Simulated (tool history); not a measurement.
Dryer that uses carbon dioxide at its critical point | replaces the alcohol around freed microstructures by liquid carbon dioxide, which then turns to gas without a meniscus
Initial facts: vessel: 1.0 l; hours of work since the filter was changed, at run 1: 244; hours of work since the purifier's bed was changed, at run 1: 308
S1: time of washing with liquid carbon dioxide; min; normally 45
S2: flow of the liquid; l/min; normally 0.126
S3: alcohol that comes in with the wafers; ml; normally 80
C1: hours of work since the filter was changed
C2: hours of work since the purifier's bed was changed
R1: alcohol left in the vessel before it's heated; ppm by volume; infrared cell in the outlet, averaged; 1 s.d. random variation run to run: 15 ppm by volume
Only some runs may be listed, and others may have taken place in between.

run	hour	S1	S2	S3	C1	C2	R1
1	0	45	0.126	80	244	308	1293
2	18.3	45	0.126	39	254	318	685
3	38	45	0.126	80	265	329	1358
4	62.2	45	0.126	80	278	342	1441
5	103.1	45	0.126	80	301	364	1456
6	143.9	45	0.126	80	323	387	1482
7	162.1	45	0.126	80	333	397	1506
8	184.2	45	0.126	80	345	409	1556
9	210.8	45	0.126	80	360	423	1522
10	248.6	45	0.126	68	380	444	1370
11	283.1	45	0.126	80	399	463	1688
# hour 309.3: inlet filter changed
12	314.1	45	0.126	80	3	479	998
13	337.4	32	0.085	96	15	492	11486

Estimate the outcome of run 14 from the log above:
14	361.1	32	0.085	26	28	505	?

Run 14 produced R1 3177 ppm by volume.
Minus the tool's unlogged condition, the same run would have read R1 3018 ppm by volume.
